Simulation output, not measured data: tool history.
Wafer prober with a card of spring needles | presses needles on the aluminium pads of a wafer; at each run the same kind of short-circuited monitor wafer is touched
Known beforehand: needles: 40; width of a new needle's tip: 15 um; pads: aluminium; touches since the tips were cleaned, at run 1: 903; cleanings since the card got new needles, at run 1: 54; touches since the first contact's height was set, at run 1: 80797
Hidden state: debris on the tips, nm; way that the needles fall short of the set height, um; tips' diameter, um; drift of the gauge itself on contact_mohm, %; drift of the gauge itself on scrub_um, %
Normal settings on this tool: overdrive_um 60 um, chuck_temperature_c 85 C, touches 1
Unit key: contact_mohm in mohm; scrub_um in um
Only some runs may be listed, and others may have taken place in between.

run,hour,overdrive_um,chuck_temperature_c,touches,touches since the tips were cleaned,cleanings since the card got new needles,touches since the first contact's height was set,contact_mohm,scrub_um
1,0,60,85,1,903,54,80797,268,11.7
# hour 14.7: tips cleaned on abrasive film
# hour 30.4: height of the first contact set anew
# hour 33: tips cleaned on abrasive film
2,33.5,60,85,1,126,56,746,267,11.82
# hour 51.1: tips cleaned on abrasive film
3,53.8,60,102,1,678,57,5773,272,11.76
# hour 71.2: tips cleaned on abrasive film
4,79.8,60,102,1,2140,58,12219,270,11.8
# hour 90.9: tips cleaned on abrasive film
# hour 110.5: tips cleaned on abrasive film
5,113.3,60,102,1,678,60,20482,269,11.84
# hour 127.1: tips cleaned on abrasive film
# hour 147.2: tips cleaned on abrasive film
6,148.7,60,102,1,374,62,29255,273,11.78
# hour 165.9: tips cleaned on abrasive film
7,170,60,104,1,1009,63,34511,270,11.92
# hour 184.4: tips cleaned on abrasive film
8,195.7,60,104,1,2828,64,40893,270,11.77
# hour 203.2: tips cleaned on abrasive film
# hour 220.2: tips cleaned on abrasive film
9,235.7,60,104,1,3852,66,50780,277,11.83
# hour 238.7: tips cleaned on abrasive film
# hour 258.9: tips cleaned on abrasive film
# hour 276.4: tips cleaned on abrasive film
10,276.4,60,85,1,0,69,60825,265,11.96
# hour 295: tips cleaned on abrasive film
11,310.7,60,85,1,3903,70,69333,266,11.87
# hour 314.3: tips cleaned on abrasive film
# hour 331.3: tips cleaned on abrasive film
# hour 350.9: tips cleaned on abrasive film
12,356.7,55,55,2,1446,73,80697,263,11.03
# hour 367.3: tips cleaned on abrasive film
# hour 384.9: tips cleaned on abrasive film
# hour 387.5: height of the first contact set anew
13,388.4,55,55,2,806,75,216,258,10.99
# hour 403.8: tips cleaned on abrasive film
14,409.1,55,55,2,1310,76,5335,259,11.04
# hour 421.6: tips cleaned on abrasive film
# hour 440: tips cleaned on abrasive film
15,454.5,70,85,2,3585,78,16568,266,13.98
# hour 458.3: tips cleaned on abrasive film
# hour 475.6: tips cleaned on abrasive film
# hour 493.8: tips cleaned on abrasive film
16,497.1,60,85,2,815,81,27104,270,11.99
# hour 511.8: tips cleaned on abrasive film
# hour 530.3: tips cleaned on abrasive film
17,534.8,60,85,2,1123,83,36437,262,11.96
# hour 547.8: tips cleaned on abrasive film
# hour 564.7: tips cleaned on abrasive film
18,564.7,51,34,1,0,85,43823,253,10.14
# hour 584.2: gauge calibrated
# hour 584.3: tips cleaned on abrasive film
# hour 602.9: tips cleaned on abrasive film
19,613.2,51,34,1,2567,87,55831,253,9.9
# hour 621.8: tips cleaned on abrasive film
# hour 641.1: tips cleaned on abrasive film
20,656.9,46,56,3,3948,89,66648,264,9.04
# hour 660.2: tips cleaned on abrasive film
# hour 678.5: tips cleaned on abrasive film
21,685,74,79,3,1610,91,73567,260,14.57

What would each run have given without the hidden state, its run-to-run variation left as it was?
run,scrub_um
1,11.7
2,11.81
3,11.73
4,11.77
5,11.79
6,11.72
7,11.84
8,11.68
9,11.72
10,11.84
11,11.73
12,10.89
13,10.82
14,10.86
15,13.74
16,11.76
17,11.71
18,9.92
19,9.9
20,9.02
21,14.51
contact_mohm without the hidden state stays within 1 mohm of what was measured, in all runs.
